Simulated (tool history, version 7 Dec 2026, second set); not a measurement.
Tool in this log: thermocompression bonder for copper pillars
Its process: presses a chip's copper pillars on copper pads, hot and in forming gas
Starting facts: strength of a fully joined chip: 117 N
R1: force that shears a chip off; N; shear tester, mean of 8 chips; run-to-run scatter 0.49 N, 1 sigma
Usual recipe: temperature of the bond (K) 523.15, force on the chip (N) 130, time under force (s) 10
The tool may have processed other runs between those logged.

run 1 hour=0 | temperature_of_the_bond_(K)=523.15 force_on_the_chip_(N)=130 time_under_force_(s)=10 | R1=56.7
run 2 hour=29.8 | temperature_of_the_bond_(K)=523.15 force_on_the_chip_(N)=130 time_under_force_(s)=10 | R1=56.8
-- hour=52.1 forming gas filter changed
run 3 hour=53.7 | temperature_of_the_bond_(K)=523.15 force_on_the_chip_(N)=130 time_under_force_(s)=10 | R1=57.3
run 4 hour=78.5 | temperature_of_the_bond_(K)=523.15 force_on_the_chip_(N)=130 time_under_force_(s)=10 | R1=56.9
run 5 hour=108.1 | temperature_of_the_bond_(K)=508.15 force_on_the_chip_(N)=130 time_under_force_(s)=10 | R1=49
run 6 hour=128.7 | temperature_of_the_bond_(K)=508.15 force_on_the_chip_(N)=130 time_under_force_(s)=10 | R1=48.5
run 7 hour=159.8 | temperature_of_the_bond_(K)=508.15 force_on_the_chip_(N)=130 time_under_force_(s)=10 | R1=48.4
run 8 hour=180.8 | temperature_of_the_bond_(K)=508.15 force_on_the_chip_(N)=130 time_under_force_(s)=10 | R1=48.5
run 9 hour=209.2 | temperature_of_the_bond_(K)=523.15 force_on_the_chip_(N)=130 time_under_force_(s)=9 | R1=54.5
run 10 hour=237.7 | temperature_of_the_bond_(K)=523.15 force_on_the_chip_(N)=130 time_under_force_(s)=10 | R1=56.7
run 11 hour=256.1 | temperature_of_the_bond_(K)=523.15 force_on_the_chip_(N)=130 time_under_force_(s)=10 | R1=58
run 12 hour=282.3 | temperature_of_the_bond_(K)=523.15 force_on_the_chip_(N)=130 time_under_force_(s)=10 | R1=57.2
-- hour=304.4 forming gas filter changed
run 13 hour=313.7 | temperature_of_the_bond_(K)=523.15 force_on_the_chip_(N)=105 time_under_force_(s)=10 | R1=50.3
run 14 hour=333.5 | temperature_of_the_bond_(K)=523.15 force_on_the_chip_(N)=105 time_under_force_(s)=10 | R1=50.6
run 15 hour=354.6 | temperature_of_the_bond_(K)=523.15 force_on_the_chip_(N)=130 time_under_force_(s)=10 | R1=57.4
run 16 hour=382.3 | temperature_of_the_bond_(K)=523.15 force_on_the_chip_(N)=130 time_under_force_(s)=10 | R1=57.3
run 17 hour=413 | temperature_of_the_bond_(K)=523.15 force_on_the_chip_(N)=130 time_under_force_(s)=10 | R1=57.3
run 18 hour=428.1 | temperature_of_the_bond_(K)=523.15 force_on_the_chip_(N)=130 time_under_force_(s)=10 | R1=56.4
run 19 hour=460 | temperature_of_the_bond_(K)=523.15 force_on_the_chip_(N)=130 time_under_force_(s)=10 | R1=57.3
run 20 hour=481.7 | temperature_of_the_bond_(K)=523.15 force_on_the_chip_(N)=130 time_under_force_(s)=10 | R1=57.8
run 21 hour=513.6 | temperature_of_the_bond_(K)=539.15 force_on_the_chip_(N)=161 time_under_force_(s)=28 | R1=95.5
run 22 hour=536.1 | temperature_of_the_bond_(K)=539.15 force_on_the_chip_(N)=161 time_under_force_(s)=28 | R1=94.6
run 23 hour=550.5 | temperature_of_the_bond_(K)=539.15 force_on_the_chip_(N)=161 time_under_force_(s)=28 | R1=95.2
-- hour=556.8 forming gas filter changed
run 24 hour=565.9 | temperature_of_the_bond_(K)=517.15 force_on_the_chip_(N)=179 time_under_force_(s)=10 | R1=64
run 25 hour=596.6 | temperature_of_the_bond_(K)=517.15 force_on_the_chip_(N)=179 time_under_force_(s)=10 | R1=63.6
run 26 hour=615.3 | temperature_of_the_bond_(K)=506.15 force_on_the_chip_(N)=130 time_under_force_(s)=28 | R1=68.2
run 27 hour=634.5 | temperature_of_the_bond_(K)=496.15 force_on_the_chip_(N)=96 time_under_force_(s)=28 | R1=50.9
run 28 hour=663.1 | temperature_of_the_bond_(K)=496.15 force_on_the_chip_(N)=159 time_under_force_(s)=5 | R1=35
run 29 hour=683.7 | temperature_of_the_bond_(K)=496.15 force_on_the_chip_(N)=159 time_under_force_(s)=5 | R1=35
run 30 hour=701.7 | temperature_of_the_bond_(K)=531.15 force_on_the_chip_(N)=168 time_under_force_(s)=6 | R1=60.3
run 31 hour=732.3 | temperature_of_the_bond_(K)=494.15 force_on_the_chip_(N)=105 time_under_force_(s)=18 | R1=44
run 32 hour=756.8 | temperature_of_the_bond_(K)=494.15 force_on_the_chip_(N)=105 time_under_force_(s)=18 | R1=45.2
run 33 hour=776 | temperature_of_the_bond_(K)=505.15 force_on_the_chip_(N)=162 time_under_force_(s)=7 | R1=47
run 34 hour=800.2 | temperature_of_the_bond_(K)=505.15 force_on_the_chip_(N)=162 time_under_force_(s)=7 | R1=46.6
-- hour=808.2 forming gas filter changed
run 35 hour=817.7 | temperature_of_the_bond_(K)=529.15 force_on_the_chip_(N)=109 time_under_force_(s)=7 | R1=48.9
run 36 hour=843.3 | temperature_of_the_bond_(K)=512.15 force_on_the_chip_(N)=109 time_under_force_(s)=7 | R1=39.7
run 37 hour=868.7 | temperature_of_the_bond_(K)=535.15 force_on_the_chip_(N)=84 time_under_force_(s)=11 | R1=52.8
run 38 hour=895.3 | temperature_of_the_bond_(K)=529.15 force_on_the_chip_(N)=192 time_under_force_(s)=18 | R1=87.1
run 39 hour=915.4 | temperature_of_the_bond_(K)=529.15 force_on_the_chip_(N)=118 time_under_force_(s)=18 | R1=70.3
run 40 hour=932.8 | temperature_of_the_bond_(K)=529.15 force_on_the_chip_(N)=118 time_under_force_(s)=9 | R1=55.6

Forecast each of these 4 alternatives for the next run:
run A hour=961.8 | temperature_of_the_bond_(K)=551.15 force_on_the_chip_(N)=130 time_under_force_(s)=10 | R1=?
run B hour=961.8 | temperature_of_the_bond_(K)=503.15 force_on_the_chip_(N)=118 time_under_force_(s)=20 | R1=?
run C hour=961.8 | temperature_of_the_bond_(K)=529.15 force_on_the_chip_(N)=118 time_under_force_(s)=7 | R1=?
run D hour=961.8 | temperature_of_the_bond_(K)=552.15 force_on_the_chip_(N)=110 time_under_force_(s)=12 | R1=?

run=A R1=74.2
run=B R1=55.4
run=C R1=51.1
run=D R1=72.4
Without the tool's hidden state the same runs would have given:
run=A R1=74.1
run=B R1=55.2
run=C R1=51
run=D R1=72.2

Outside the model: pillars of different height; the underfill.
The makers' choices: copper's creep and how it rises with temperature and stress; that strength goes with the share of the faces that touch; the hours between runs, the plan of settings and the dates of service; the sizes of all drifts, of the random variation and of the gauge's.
